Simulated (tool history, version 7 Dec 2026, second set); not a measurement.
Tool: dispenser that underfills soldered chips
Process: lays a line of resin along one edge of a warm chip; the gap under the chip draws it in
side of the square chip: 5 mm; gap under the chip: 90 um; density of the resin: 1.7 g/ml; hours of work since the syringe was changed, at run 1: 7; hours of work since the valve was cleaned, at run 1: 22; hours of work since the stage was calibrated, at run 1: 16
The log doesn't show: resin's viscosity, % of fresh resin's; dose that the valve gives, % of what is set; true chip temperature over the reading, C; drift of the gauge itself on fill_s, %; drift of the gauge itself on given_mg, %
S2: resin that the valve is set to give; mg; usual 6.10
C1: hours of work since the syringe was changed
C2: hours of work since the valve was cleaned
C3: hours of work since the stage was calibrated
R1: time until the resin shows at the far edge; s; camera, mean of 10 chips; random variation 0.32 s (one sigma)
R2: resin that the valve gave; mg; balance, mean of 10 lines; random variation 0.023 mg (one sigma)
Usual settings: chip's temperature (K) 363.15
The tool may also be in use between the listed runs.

run 1 hour=0.0 | chip's_temperature_(K)=363.15 S2=6.10 | C1=7 C2=22 C3=16 | R1=16.1 R2=6.05
-- hour=1.3 new syringe of resin
run 2 hour=2.5 | chip's_temperature_(K)=363.15 S2=6.10 | C1=1 C2=23 C3=17 | R1=11.8 R2=6.00
run 3 hour=6.5 | chip's_temperature_(K)=363.15 S2=6.10 | C1=3 C2=26 C3=20 | R1=13.8 R2=6.07
run 4 hour=9.6 | chip's_temperature_(K)=363.15 S2=6.70 | C1=5 C2=28 C3=22 | R1=14.6 R2=6.62
-- hour=13.3 new syringe of resin
run 5 hour=14.1 | chip's_temperature_(K)=363.15 S2=6.70 | C1=1 C2=30 C3=25 | R1=11.3 R2=6.56
run 6 hour=17.5 | chip's_temperature_(K)=363.15 S2=6.10 | C1=3 C2=33 C3=27 | R1=13.7 R2=5.96
run 7 hour=20.2 | chip's_temperature_(K)=363.15 S2=6.10 | C1=4 C2=34 C3=28 | R1=14.3 R2=5.91
run 8 hour=22.2 | chip's_temperature_(K)=363.15 S2=6.42 | C1=6 C2=36 C3=30 | R1=15.0 R2=6.28
-- hour=25.1 new syringe of resin
run 9 hour=27.0 | chip's_temperature_(K)=363.15 S2=6.42 | C1=1 C2=38 C3=33 | R1=11.9 R2=6.27
run 10 hour=29.4 | chip's_temperature_(K)=375.15 S2=6.10 | C1=3 C2=40 C3=34 | R1=9.1 R2=5.97
run 11 hour=33.8 | chip's_temperature_(K)=375.15 S2=6.10 | C1=6 C2=43 C3=37 | R1=10.8 R2=5.93
-- hour=35.4 dispensing valve cleaned and set on the balance
-- hour=38.0 new syringe of resin
run 12 hour=39.1 | chip's_temperature_(K)=375.15 S2=6.10 | C1=1 C2=2 C3=40 | R1=8.7 R2=6.06
run 13 hour=41.0 | chip's_temperature_(K)=375.15 S2=6.10 | C1=2 C2=3 C3=41 | R1=8.8 R2=6.06
run 14 hour=43.2 | chip's_temperature_(K)=364.15 S2=6.10 | C1=3 C2=5 C3=42 | R1=13.6 R2=6.07
run 15 hour=46.4 | chip's_temperature_(K)=363.15 S2=6.10 | C1=5 C2=7 C3=44 | R1=14.8 R2=6.00
-- hour=49.7 new syringe of resin
run 16 hour=49.7 | chip's_temperature_(K)=363.15 S2=6.10 | C1=0 C2=9 C3=46 | R1=11.6 R2=6.05
run 17 hour=53.2 | chip's_temperature_(K)=363.15 S2=6.10 | C1=2 C2=11 C3=48 | R1=13.0 R2=6.02
run 18 hour=56.6 | chip's_temperature_(K)=363.15 S2=6.10 | C1=4 C2=13 C3=51 | R1=14.1 R2=6.04
-- hour=61.6 new syringe of resin
run 19 hour=61.6 | chip's_temperature_(K)=363.15 S2=5.85 | C1=0 C2=16 C3=53 | R1=11.5 R2=5.73
run 20 hour=65.6 | chip's_temperature_(K)=372.15 S2=6.60 | C1=3 C2=19 C3=56 | R1=9.3 R2=6.48
run 21 hour=69.9 | chip's_temperature_(K)=371.15 S2=6.90 | C1=5 C2=21 C3=59 | R1=11.9 R2=6.73
-- hour=73.4 new syringe of resin
run 22 hour=74.5 | chip's_temperature_(K)=371.15 S2=6.90 | C1=1 C2=24 C3=62 | R1=9.2 R2=6.77
run 23 hour=78.5 | chip's_temperature_(K)=352.15 S2=5.49 | C1=3 C2=27 C3=64 | R1=19.9 R2=5.30
run 24 hour=80.4 | chip's_temperature_(K)=352.15 S2=5.49 | C1=4 C2=28 C3=65 | R1=20.2 R2=5.36
run 25 hour=84.3 | chip's_temperature_(K)=351.15 S2=7.55 | C1=7 C2=30 C3=68 | R1=23.8 R2=7.36
-- hour=85.3 new syringe of resin
run 26 hour=87.2 | chip's_temperature_(K)=369.15 S2=7.21 | C1=1 C2=32 C3=69 | R1=10.4 R2=7.03
run 27 hour=90.7 | chip's_temperature_(K)=369.15 S2=7.21 | C1=3 C2=34 C3=72 | R1=11.8 R2=6.96
run 28 hour=93.2 | chip's_temperature_(K)=372.15 S2=6.92 | C1=5 C2=36 C3=73 | R1=10.9 R2=6.68
run 29 hour=95.4 | chip's_temperature_(K)=359.15 S2=5.38 | C1=6 C2=37 C3=75 | R1=19.1 R2=5.26
-- hour=97.2 new syringe of resin
run 30 hour=100.0 | chip's_temperature_(K)=361.15 S2=6.24 | C1=2 C2=40 C3=77 | R1=13.3 R2=6.03
run 31 hour=103.1 | chip's_temperature_(K)=365.15 S2=6.06 | C1=4 C2=42 C3=79 | R1=13.3 R2=5.84
-- hour=105.7 dispensing valve cleaned and set on the balance
run 32 hour=106.9 | chip's_temperature_(K)=370.15 S2=6.10 | C1=6 C2=1 C3=81 | R1=11.7 R2=6.14
run 33 hour=109.4 | chip's_temperature_(K)=376.15 S2=7.08 | C1=7 C2=2 C3=83 | R1=11.2 R2=7.11
-- hour=110.1 new syringe of resin
run 34 hour=112.6 | chip's_temperature_(K)=364.15 S2=5.86 | C1=2 C2=4 C3=85 | R1=12.5 R2=5.89
run 35 hour=114.6 | chip's_temperature_(K)=361.15 S2=5.80 | C1=3 C2=5 C3=86 | R1=14.6 R2=5.76
run 36 hour=117.2 | chip's_temperature_(K)=361.15 S2=5.80 | C1=5 C2=7 C3=88 | R1=15.6 R2=5.80
run 37 hour=121.0 | chip's_temperature_(K)=362.15 S2=6.89 | C1=7 C2=10 C3=90 | R1=17.0 R2=6.86

How the hidden state differs across the entries between the runs, from the last listed run before each to the first after it:
Between runs 1 and 2: new syringe of resin (hour 1.3)
  resin's viscosity, % of fresh resin's: 141.5 -> 105.4; dose that the valve gives, % of what is set: 98.88 -> 98.78; true chip temperature over the reading, C: -0.16 -> -0.17
  measured less the result without the state, R1: +4.7 -> +0.7 s; R2: -0.07 -> -0.07 mg
Between runs 4 and 5: new syringe of resin (hour 13.3)
  resin's viscosity, % of fresh resin's: 132.3 -> 101.6; dose that the valve gives, % of what is set: 98.46 -> 98.24; true chip temperature over the reading, C: -0.2 -> -0.22
  measured less the result without the state, R1: +3.7 -> +0.3 s; R2: -0.10 -> -0.11 mg
Between runs 8 and 9: new syringe of resin (hour 25.1)
  resin's viscosity, % of fresh resin's: 132.1 -> 106.8; dose that the valve gives, % of what is set: 97.88 -> 97.67; true chip temperature over the reading, C: -0.25 -> -0.27
  measured less the result without the state, R1: +3.7 -> +0.9 s; R2: -0.14 -> -0.15 mg
Between runs 11 and 12: dispensing valve cleaned and set on the balance (hour 35.4); new syringe of resin (hour 38.0)
  resin's viscosity, % of fresh resin's: 133.1 -> 102.6; dose that the valve gives, % of what is set: 97.37 -> 99.39; true chip temperature over the reading, C: -0.3 -> -0.32
  measured less the result without the state, R1: +2.8 -> +0.3 s; R2: -0.16 -> -0.04 mg
Between runs 15 and 16: new syringe of resin (hour 49.7)
  resin's viscosity, % of fresh resin's: 129.8 -> 100.6; dose that the valve gives, % of what is set: 99.04 -> 98.91; true chip temperature over the reading, C: -0.35 -> -0.37
  measured less the result without the state, R1: +3.6 -> +0.2 s; R2: -0.06 -> -0.07 mg
Between runs 18 and 19: new syringe of resin (hour 61.6)
  resin's viscosity, % of fresh resin's: 125.8 -> 98.8; dose that the valve gives, % of what is set: 98.57 -> 98.34; true chip temperature over the reading, C: -0.4 -> -0.42
  measured less the result without the state, R1: +3.1 -> +0.0 s; R2: -0.09 -> -0.10 mg
Between runs 21 and 22: new syringe of resin (hour 73.4)
  resin's viscosity, % of fresh resin's: 129.4 -> 104.6; dose that the valve gives, % of what is set: 97.94 -> 97.74; true chip temperature over the reading, C: -0.45 -> -0.47
  measured less the result without the state, R1: +2.8 -> +0.6 s; R2: -0.14 -> -0.15 mg
Between runs 25 and 26: new syringe of resin (hour 85.3)
  resin's viscosity, % of fresh resin's: 143.3 -> 105.5; dose that the valve gives, % of what is set: 97.28 -> 97.16; true chip temperature over the reading, C: -0.51 -> -0.52
  measured less the result without the state, R1: +7.4 -> +0.7 s; R2: -0.20 -> -0.20 mg
Between runs 29 and 30: new syringe of resin (hour 97.2)
  resin's viscosity, % of fresh resin's: 137.6 -> 110.7; dose that the valve gives, % of what is set: 96.78 -> 96.56; true chip temperature over the reading, C: -0.56 -> -0.58
  measured less the result without the state, R1: +5.4 -> +1.6 s; R2: -0.17 -> -0.21 mg
Between runs 31 and 32: dispensing valve cleaned and set on the balance (hour 105.7)
  resin's viscosity, % of fresh resin's: 122.1 -> 133.8; dose that the valve gives, % of what is set: 96.43 -> 100.15; true chip temperature over the reading, C: -0.59 -> -0.6
  measured less the result without the state, R1: +2.7 -> +3.3 s; R2: -0.22 -> +0.01 mg
Between runs 33 and 34: new syringe of resin (hour 110.1)
  resin's viscosity, % of fresh resin's: 145.1 -> 110.4; dose that the valve gives, % of what is set: 100.04 -> 99.91; true chip temperature over the reading, C: -0.61 -> -0.62
  measured less the result without the state, R1: +3.6 -> +1.4 s; R2: +0.00 -> +0.00 mg

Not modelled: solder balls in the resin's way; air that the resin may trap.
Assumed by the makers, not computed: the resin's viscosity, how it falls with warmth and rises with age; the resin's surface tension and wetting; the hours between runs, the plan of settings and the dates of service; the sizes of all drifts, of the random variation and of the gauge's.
